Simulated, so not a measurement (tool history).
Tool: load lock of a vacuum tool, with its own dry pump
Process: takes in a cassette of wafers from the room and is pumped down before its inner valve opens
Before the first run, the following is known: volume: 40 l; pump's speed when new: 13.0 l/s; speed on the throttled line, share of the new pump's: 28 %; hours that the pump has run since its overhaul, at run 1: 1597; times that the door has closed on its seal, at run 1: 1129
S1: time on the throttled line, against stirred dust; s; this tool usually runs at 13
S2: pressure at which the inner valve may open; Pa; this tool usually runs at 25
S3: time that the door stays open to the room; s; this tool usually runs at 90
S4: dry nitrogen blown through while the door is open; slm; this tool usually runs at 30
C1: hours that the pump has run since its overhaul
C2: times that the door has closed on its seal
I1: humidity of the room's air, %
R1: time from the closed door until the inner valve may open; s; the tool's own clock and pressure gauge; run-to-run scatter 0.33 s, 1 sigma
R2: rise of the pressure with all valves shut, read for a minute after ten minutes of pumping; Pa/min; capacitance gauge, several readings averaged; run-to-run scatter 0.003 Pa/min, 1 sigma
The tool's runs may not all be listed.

run 1 hour=0 | S1=13 S2=25 S3=90 S4=30 | C1=1597 C2=1129 | I1=45.1 | R1=35.7 R2=0.025
run 2 hour=465.5 | S1=13 S2=25 S3=90 S4=30 | C1=2062 C2=1902 | I1=44.1 | R1=36.5 R2=0.031
run 3 hour=950.3 | S1=13 S2=25 S3=90 S4=30 | C1=2547 C2=2707 | I1=45.5 | R1=36.9 R2=0.033
run 4 hour=1350.7 | S1=13 S2=25 S3=90 S4=30 | C1=2947 C2=3372 | I1=42.7 | R1=36.7 R2=0.034
run 5 hour=1672.5 | S1=13 S2=43 S3=90 S4=30 | C1=3269 C2=3907 | I1=41.6 | R1=34.3 R2=0.031
run 6 hour=1904.5 | S1=13 S2=25 S3=90 S4=16 | C1=3501 C2=4292 | I1=46.9 | R1=37.4 R2=0.043
run 7 hour=2268.2 | S1=13 S2=25 S3=43 S4=30 | C1=3865 C2=4896 | I1=45.5 | R1=37.2 R2=0.026
run 8 hour=2671.5 | S1=13 S2=25 S3=43 S4=30 | C1=4268 C2=5566 | I1=41.1 | R1=37.6 R2=0.023
run 9 hour=2947.8 | S1=25 S2=25 S3=90 S4=30 | C1=4544 C2=6025 | I1=45.3 | R1=45.8 R2=0.037
run 10 hour=3191.4 | S1=13 S2=31 S3=90 S4=30 | C1=4788 C2=6430 | I1=44.9 | R1=37.3 R2=0.035
run 11 hour=3517.8 | S1=13 S2=25 S3=90 S4=10 | C1=5114 C2=6972 | I1=42.8 | R1=37.6 R2=0.054
run 12 hour=3776.1 | S1=13 S2=25 S3=90 S4=10 | C1=5373 C2=7401 | I1=43.2 | R1=38.2 R2=0.057
run 13 hour=4190.3 | S1=13 S2=25 S3=90 S4=10 | C1=5787 C2=8089 | I1=44.1 | R1=38.1 R2=0.062
run 14 hour=4423.2 | S1=11 S2=25 S3=90 S4=10 | C1=6020 C2=8476 | I1=41.3 | R1=36.9 R2=0.054
run 15 hour=4854.3 | S1=11 S2=25 S3=90 S4=10 | C1=6451 C2=9192 | I1=45.7 | R1=37 R2=0.057
run 16 hour=5298.5 | S1=11 S2=25 S3=90 S4=10 | C1=6895 C2=9930 | I1=40.3 | R1=38.3 R2=0.058
run 17 hour=5546.1 | S1=11 S2=25 S3=90 S4=10 | C1=7143 C2=10341 | I1=44.2 | R1=38.6 R2=0.059
run 18 hour=5815.8 | S1=11 S2=25 S3=90 S4=10 | C1=7412 C2=10789 | I1=42.7 | R1=37.8 R2=0.053
run 19 hour=6183.3 | S1=13 S2=30 S3=90 S4=9 | C1=7780 C2=11399 | I1=46.5 | R1=39.2 R2=0.067
run 20 hour=6522 | S1=13 S2=30 S3=90 S4=9 | C1=8119 C2=11962 | I1=45.8 | R1=39.6 R2=0.062
run 21 hour=6774.3 | S1=16 S2=30 S3=90 S4=9 | C1=8371 C2=12381 | I1=49 | R1=41.5 R2=0.064
run 22 hour=7171.8 | S1=7 S2=25 S3=90 S4=30 | C1=8768 C2=13041 | I1=43.3 | R1=36.9 R2=0.038
run 23 hour=7429.7 | S1=7 S2=29 S3=90 S4=45 | C1=9026 C2=13469 | I1=41.5 | R1=36.5 R2=0.034
run 24 hour=7774.8 | S1=7 S2=22 S3=39 S4=44 | C1=9371 C2=14042 | I1=44.5 | R1=37.1 R2=0.035
run 25 hour=8084.6 | S1=14 S2=22 S3=90 S4=44 | C1=9681 C2=14557 | I1=46.2 | R1=42 R2=0.038
run 26 hour=8292.8 | S1=6 S2=25 S3=235 S4=30 | C1=9889 C2=14903 | I1=48 | R1=37.1 R2=0.058
run 27 hour=8761.1 | S1=6 S2=25 S3=235 S4=30 | C1=10358 C2=15681 | I1=44 | R1=37.6 R2=0.06
run 28 hour=9150.2 | S1=13 S2=25 S3=90 S4=6 | C1=10747 C2=16327 | I1=46.3 | R1=43 R2=0.076
run 29 hour=9385.2 | S1=13 S2=34 S3=28 S4=30 | C1=10982 C2=16717 | I1=42 | R1=40.5 R2=0.038
-- hour=9635.9 dry pump taken out, an overhauled one fitted
run 30 hour=9681 | S1=13 S2=33 S3=80 S4=13 | C1=45 C2=17199 | I1=45.7 | R1=34.3 R2=0.061
run 31 hour=10002.2 | S1=13 S2=33 S3=80 S4=13 | C1=366 C2=17732 | I1=45.9 | R1=34.6 R2=0.065
run 32 hour=10309.1 | S1=13 S2=33 S3=80 S4=13 | C1=673 C2=18242 | I1=45.6 | R1=34.2 R2=0.061
run 33 hour=10763.8 | S1=13 S2=33 S3=80 S4=13 | C1=1128 C2=18997 | I1=44.4 | R1=35.3 R2=0.062
run 34 hour=10997.4 | S1=16 S2=49 S3=59 S4=23 | C1=1361 C2=19385 | I1=45.3 | R1=35.9 R2=0.051
run 35 hour=11465.4 | S1=16 S2=49 S3=64 S4=23 | C1=1829 C2=20162 | I1=43.9 | R1=36.4 R2=0.052
run 36 hour=11745.5 | S1=16 S2=49 S3=64 S4=23 | C1=2110 C2=20628 | I1=45.3 | R1=36.1 R2=0.052

Entry by entry between the runs, the difference in hidden state between the last listed run before and the first listed run after:
From run 29 to run 30: dry pump taken out, an overhauled one fitted (hour 9635.9)
  pump's speed, % of a new pump's: 74.4 -> 99.6; leak at the door's seal, Pa l/s: 0.0115 -> 0.0119
  measured result minus the result with no hidden state, R1: +7.1 -> +0.1 s; R2: +0.014 -> +0.015 Pa/min
